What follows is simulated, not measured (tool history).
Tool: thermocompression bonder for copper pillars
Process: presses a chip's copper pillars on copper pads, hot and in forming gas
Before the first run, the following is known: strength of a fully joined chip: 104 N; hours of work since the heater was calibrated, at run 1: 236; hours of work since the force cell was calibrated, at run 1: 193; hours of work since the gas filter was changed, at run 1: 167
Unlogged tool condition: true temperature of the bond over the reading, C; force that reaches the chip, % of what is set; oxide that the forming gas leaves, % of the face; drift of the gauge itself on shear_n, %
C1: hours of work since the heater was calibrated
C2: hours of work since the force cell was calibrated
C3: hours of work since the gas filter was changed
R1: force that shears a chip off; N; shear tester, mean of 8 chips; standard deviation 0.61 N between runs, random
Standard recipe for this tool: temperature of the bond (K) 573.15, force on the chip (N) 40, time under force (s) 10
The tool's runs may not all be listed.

Run 1, hour 0: usual settings; C1 236; C2 193; C3 167. Result: R1 53.2 N.
Run 2, hour 40.3: usual settings; C1 260; C2 218; C3 192. Result: R1 52.6 N.
Run 3, hour 90.2: usual settings; C1 290; C2 248; C3 222. Result: R1 51.2 N.
At hour 107.8: forming gas filter changed.
Run 4, hour 133.9: usual settings; C1 316; C2 274; C3 16. Result: R1 57.2 N.
Run 5, hour 161: usual settings; C1 332; C2 290; C3 32. Result: R1 57.4 N.
Run 6, hour 188.5: usual settings; C1 349; C2 307; C3 49. Result: R1 55.6 N.
Run 7, hour 213.6: usual settings; C1 364; C2 322; C3 64. Result: R1 55.1 N.
Run 8, hour 256.6: usual settings but time under force (s) 9; C1 390; C2 348; C3 90. Result: R1 53.4 N.
Run 9, hour 303.6: usual settings but temperature of the bond (K) 584.15, time under force (s) 15; C1 419; C2 376; C3 118. Result: R1 67.7 N.
Run 10, hour 335.4: usual settings but temperature of the bond (K) 562.15, force on the chip (N) 45, time under force (s) 12; C1 438; C2 396; C3 137. Result: R1 57 N.
Run 11, hour 378.1: usual settings but temperature of the bond (K) 562.15, force on the chip (N) 45, time under force (s) 12; C1 464; C2 421; C3 163. Result: R1 57 N.
Run 12, hour 414.5: usual settings but temperature of the bond (K) 562.15, force on the chip (N) 45, time under force (s) 12; C1 486; C2 443; C3 185. Result: R1 54.7 N.

Predict each of these 3 candidate next runs independently; none follows another, all start after run 12:
Run A, hour 443.1: usual settings but temperature of the bond (K) 599.15, force on the chip (N) 43, time under force (s) 25; C1 503; C2 461; C3 203. Result: R1 ?.
Run B, hour 443.1: usual settings but temperature of the bond (K) 592.15, force on the chip (N) 31, time under force (s) 9; C1 503; C2 461; C3 203. Result: R1 ?.
Run C, hour 443.1: usual settings but temperature of the bond (K) 562.15, force on the chip (N) 27, time under force (s) 12; C1 503; C2 461; C3 203. Result: R1 ?.

run    R1
  A  77.9
  B  48.8
  C  38.7
With the hidden condition removed and each run's random variation left untouched, the same runs would have given:
run    R1
  A  85.9
  B  53.9
  C    43
